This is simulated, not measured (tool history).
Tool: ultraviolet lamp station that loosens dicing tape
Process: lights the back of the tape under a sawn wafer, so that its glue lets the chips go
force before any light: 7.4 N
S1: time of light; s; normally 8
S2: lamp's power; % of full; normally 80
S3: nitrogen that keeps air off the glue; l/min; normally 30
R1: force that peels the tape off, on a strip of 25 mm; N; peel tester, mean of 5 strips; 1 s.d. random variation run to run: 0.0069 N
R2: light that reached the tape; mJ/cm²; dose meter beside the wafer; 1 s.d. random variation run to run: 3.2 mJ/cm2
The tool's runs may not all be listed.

Run 1, day 0: usual settings. Result: R1 0.239 N, R2 489 mJ/cm².
Run 2, day 2.512: usual settings but S3 49 l/min. Result: R1 0.207 N, R2 487 mJ/cm².
Run 3, day 4.521: usual settings but S3 49 l/min. Result: R1 0.197 N, R2 494 mJ/cm².
Run 4, day 7.254: usual settings but S3 9 l/min. Result: R1 0.525 N, R2 492 mJ/cm².
Run 5, day 9.779: usual settings but S3 29 l/min. Result: R1 0.243 N, R2 492 mJ/cm².
Run 6, day 12.404: usual settings but S3 29 l/min. Result: R1 0.244 N, R2 491 mJ/cm².
Run 7, day 13.654: usual settings but S2 62 % of full. Result: R1 0.461 N, R2 379 mJ/cm².
At day 14.625: window cleaned of glue's vapour.
Run 8, day 15.867: usual settings. Result: R1 0.239 N, R2 488 mJ/cm².
Run 9, day 18.317: usual settings but S3 17 l/min. Result: R1 0.355 N, R2 491 mJ/cm².
Run 10, day 19.929: usual settings but S3 17 l/min. Result: R1 0.35 N, R2 496 mJ/cm².
Run 11, day 21.588: usual settings but S3 17 l/min. Result: R1 0.357 N, R2 494 mJ/cm².
Run 12, day 22.812: usual settings but S3 17 l/min. Result: R1 0.354 N, R2 487 mJ/cm².
Run 13, day 24.808: usual settings but S3 17 l/min. Result: R1 0.34 N, R2 493 mJ/cm².
Run 14, day 26.475: usual settings but S3 45 l/min. Result: R1 0.204 N, R2 496 mJ/cm².
Run 15, day 28.579: usual settings but S3 45 l/min. Result: R1 0.203 N, R2 489 mJ/cm².
Run 16, day 30.467: usual settings but S2 88 % of full. Result: R1 0.191 N, R2 543 mJ/cm².
Run 17, day 32.992: usual settings. Result: R1 0.24 N, R2 494 mJ/cm².
Run 18, day 35.425: usual settings. Result: R1 0.251 N, R2 495 mJ/cm².
Run 19, day 37.529: usual settings. Result: R1 0.246 N, R2 491 mJ/cm².
Run 20, day 39.508: usual settings. Result: R1 0.24 N, R2 491 mJ/cm².
Run 21, day 41.317: usual settings. Result: R1 0.244 N, R2 493 mJ/cm².
At day 42.45: window cleaned of glue's vapour.
Run 22, day 43.342: usual settings but S1 12 s, S2 76 % of full, S3 35 l/min. Result: R1 0.103 N, R2 704 mJ/cm².
Run 23, day 44.971: usual settings but S1 12 s, S2 76 % of full, S3 35 l/min. Result: R1 0.107 N, R2 695 mJ/cm².
Run 24, day 47.679: usual settings but S1 12 s, S2 76 % of full, S3 35 l/min. Result: R1 0.108 N, R2 703 mJ/cm².
Run 25, day 48.838: usual settings but S1 12 s, S2 76 % of full, S3 35 l/min. Result: R1 0.102 N, R2 693 mJ/cm².
Run 26, day 50.796: usual settings but S1 12 s, S2 76 % of full, S3 35 l/min. Result: R1 0.104 N, R2 707 mJ/cm².
Run 27, day 53.212: usual settings but S1 12 s, S2 76 % of full, S3 35 l/min. Result: R1 0.117 N, R2 697 mJ/cm².
At day 54.088: lamp changed.
Run 28, day 55.188: usual settings but S1 12 s, S2 88 % of full, S3 35 l/min. Result: R1 0.1 N, R2 809 mJ/cm².
Run 29, day 57.154: usual settings but S1 13 s, S2 84 % of full, S3 25 l/min. Result: R1 0.097 N, R2 835 mJ/cm².
Run 30, day 58.538: usual settings but S1 13 s, S2 62 % of full. Result: R1 0.156 N, R2 618 mJ/cm².
Run 31, day 60.321: usual settings but S1 5 s, S3 12 l/min. Result: R1 1.194 N, R2 302 mJ/cm².
Run 32, day 63.012: usual settings but S1 5 s, S3 12 l/min. Result: R1 1.176 N, R2 310 mJ/cm².
Run 33, day 64.738: usual settings but S1 5 s, S2 84 % of full, S3 12 l/min. Result: R1 1.03 N, R2 319 mJ/cm².
Run 34, day 67.129: usual settings but S1 5 s, S2 73 % of full, S3 49 l/min. Result: R1 0.743 N, R2 286 mJ/cm².
Run 35, day 69.588: usual settings but S1 5 s, S2 73 % of full, S3 49 l/min. Result: R1 0.772 N, R2 278 mJ/cm².
At day 70.379: window cleaned of glue's vapour.
Run 36, day 71.779: usual settings but S1 5 s, S2 73 % of full, S3 49 l/min. Result: R1 0.735 N, R2 280 mJ/cm².
Run 37, day 74.438: usual settings but S1 5 s, S2 73 % of full, S3 49 l/min. Result: R1 0.759 N, R2 278 mJ/cm².
Run 38, day 76.942: usual settings but S1 5 s, S3 9 l/min. Result: R1 1.328 N, R2 311 mJ/cm².
Run 39, day 79.296: usual settings but S1 16 s, S2 67 % of full, S3 48 l/min. Result: R1 0.091 N, R2 821 mJ/cm².
Run 40, day 81.533: usual settings but S1 10 s, S2 65 % of full. Result: R1 0.223 N, R2 500 mJ/cm².
Run 41, day 84.104: usual settings but S1 10 s, S2 65 % of full. Result: R1 0.227 N, R2 496 mJ/cm².
Run 42, day 85.712: usual settings but S1 10 s, S2 99 % of full, S3 20 l/min. Result: R1 0.116 N, R2 761 mJ/cm².

Branching from run 42: 4 alternative next runs. What would each branch give?
Run A, day 87.712: usual settings but S2 65 % of full. Result: R1 ?, R2 ?.
Run B, day 87.712: usual settings but S1 9 s, S2 81 % of full, S3 17 l/min. Result: R1 ?, R2 ?.
Run C, day 87.712: usual settings but S1 15 s. Result: R1 ?, R2 ?.
Run D, day 87.712: usual settings but S1 5 s, S2 70 % of full, S3 26 l/min. Result: R1 ?, R2 ?.

run     R1   R2
  A  0.409  400
  B  0.245  556
  C  0.084  918
  D  1.071  266
The same runs, with their run-to-run variation unchanged, on a tool lacking any hidden condition would have given:
run     R1   R2
  A  0.407  401
  B  0.244  557
  C  0.084  919
  D  1.067  267

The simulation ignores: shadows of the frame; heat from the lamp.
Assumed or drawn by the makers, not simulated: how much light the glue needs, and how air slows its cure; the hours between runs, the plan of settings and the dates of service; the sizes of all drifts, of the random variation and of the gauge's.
